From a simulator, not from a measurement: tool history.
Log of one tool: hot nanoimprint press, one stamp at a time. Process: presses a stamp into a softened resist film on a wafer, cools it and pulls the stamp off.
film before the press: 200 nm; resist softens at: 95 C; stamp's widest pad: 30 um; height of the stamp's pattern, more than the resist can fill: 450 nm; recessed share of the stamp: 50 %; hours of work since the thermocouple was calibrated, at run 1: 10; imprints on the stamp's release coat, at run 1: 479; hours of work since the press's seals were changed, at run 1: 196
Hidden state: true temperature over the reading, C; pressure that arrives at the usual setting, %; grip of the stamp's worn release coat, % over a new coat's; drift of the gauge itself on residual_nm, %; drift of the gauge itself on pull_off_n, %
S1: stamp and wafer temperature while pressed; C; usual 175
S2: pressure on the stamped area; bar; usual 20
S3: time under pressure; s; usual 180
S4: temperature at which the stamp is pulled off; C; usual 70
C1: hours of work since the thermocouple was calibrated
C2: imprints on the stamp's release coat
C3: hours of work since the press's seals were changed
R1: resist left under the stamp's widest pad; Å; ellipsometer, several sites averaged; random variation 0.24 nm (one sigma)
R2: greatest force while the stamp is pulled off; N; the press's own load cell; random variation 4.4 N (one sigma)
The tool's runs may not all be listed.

Run 1, hour 0: usual settings; C1 10; C2 479; C3 196. Result: R1 1092 Å, R2 216 N.
Run 2, hour 4.5: usual settings but S3 160 s; C1 13; C2 491; C3 199. Result: R1 1137 Å, R2 209 N.
Run 3, hour 12.3: usual settings but S3 160 s; C1 17; C2 513; C3 203. Result: R1 1137 Å, R2 219 N.
Run 4, hour 20.9: usual settings but S3 160 s; C1 22; C2 537; C3 208. Result: R1 1138 Å, R2 211 N.
Run 5, hour 29.1: usual settings; C1 27; C2 560; C3 213. Result: R1 1092 Å, R2 216 N.
Run 6, hour 37.7: usual settings; C1 32; C2 583; C3 218. Result: R1 1091 Å, R2 221 N.
Run 7, hour 45.4: usual settings; C1 37; C2 605; C3 223. Result: R1 1088 Å, R2 217 N.
Run 8, hour 53.9: usual settings; C1 42; C2 629; C3 227. Result: R1 1088 Å, R2 214 N.
Run 9, hour 62.8: usual settings; C1 47; C2 653; C3 233. Result: R1 1089 Å, R2 219 N.
Run 10, hour 71.3: usual settings; C1 52; C2 677; C3 238. Result: R1 1092 Å, R2 223 N.
Run 11, hour 79.2: usual settings; C1 56; C2 699; C3 242. Result: R1 1090 Å, R2 218 N.
Run 12, hour 86.5: usual settings; C1 61; C2 719; C3 247. Result: R1 1087 Å, R2 220 N.
Run 13, hour 91.5: usual settings; C1 64; C2 733; C3 249. Result: R1 1087 Å, R2 216 N.
Run 14, hour 95.4: usual settings; C1 66; C2 744; C3 252. Result: R1 1085 Å, R2 223 N.
Run 15, hour 102.6: usual settings but S3 171 s; C1 70; C2 764; C3 256. Result: R1 1103 Å, R2 218 N.
Run 16, hour 110.9: usual settings but S1 176 C, S3 171 s, S4 57 C; C1 75; C2 787; C3 261. Result: R1 1064 Å, R2 282 N.
Run 17, hour 116.5: usual settings but S2 16.5 bar, S4 73 C; C1 78; C2 802; C3 264. Result: R1 1161 Å, R2 198 N.
Run 18, hour 125.5: usual settings but S1 172 C, S2 13.4 bar; C1 83; C2 827; C3 269. Result: R1 1363 Å, R2 214 N.
Run 19, hour 130.1: usual settings but S1 172 C, S2 13.4 bar; C1 86; C2 840; C3 272. Result: R1 1360 Å, R2 221 N.
Run 20, hour 135.5: usual settings but S1 186 C, S2 13.4 bar; C1 89; C2 855; C3 275. Result: R1 859 Å, R2 212 N.
Run 21, hour 141: usual settings but S1 186 C, S2 23.5 bar; C1 93; C2 870; C3 278. Result: R1 674 Å, R2 215 N.
At hour 149.6: stamp cleaned and given a new release coat.
Run 22, hour 155.7: usual settings but S1 176 C, S2 18.5 bar, S3 306 s, S4 56 C; C1 98; C2 17; C3 284. Result: R1 886 Å, R2 269 N.
Run 23, hour 160.5: usual settings but S2 12.4 bar, S3 169 s; C1 100; C2 31; C3 286. Result: R1 1296 Å, R2 206 N.
Run 24, hour 165.4: usual settings but S2 12.4 bar, S3 169 s; C1 103; C2 44; C3 289. Result: R1 1294 Å, R2 214 N.
Run 25, hour 174.5: usual settings but S2 12.4 bar, S3 115 s; C1 109; C2 70; C3 294. Result: R1 1432 Å, R2 220 N.
Run 26, hour 178.8: usual settings but S1 165 C, S2 17.6 bar, S3 115 s, S4 55 C; C1 111; C2 82; C3 297. Result: R1 1644 Å, R2 275 N.
Run 27, hour 185: usual settings but S1 165 C, S2 17.6 bar, S3 115 s, S4 55 C; C1 115; C2 99; C3 301. Result: R1 1645 Å, R2 287 N.
Run 28, hour 189.5: usual settings but S1 165 C, S2 17.6 bar, S3 115 s, S4 55 C; C1 117; C2 111; C3 303. Result: R1 1643 Å, R2 288 N.
Run 29, hour 194.5: usual settings but S1 165 C, S2 17.6 bar, S3 115 s, S4 55 C; C1 120; C2 125; C3 306. Result: R1 1639 Å, R2 273 N.

Forecast each of these 3 alternatives for the next run:
Run A, hour 199.3: usual settings but S2 29.5 bar, S4 59 C; C1 123; C2 138; C3 309. Result: R1 ?, R2 ?.
Run B, hour 199.3: usual settings but S1 165 C, S2 17.6 bar, S3 323 s, S4 55 C; C1 123; C2 138; C3 309. Result: R1 ?, R2 ?.
Run C, hour 199.3: usual settings but S1 183 C, S3 203 s, S4 58 C; C1 123; C2 138; C3 309. Result: R1 ?, R2 ?.

run    R1   R2
  A   931  263
  B  1320  281
  C   763  268
Without the tool's hidden state the same runs would have given:
run    R1   R2
  A   944  263
  B  1339  280
  C   773  267
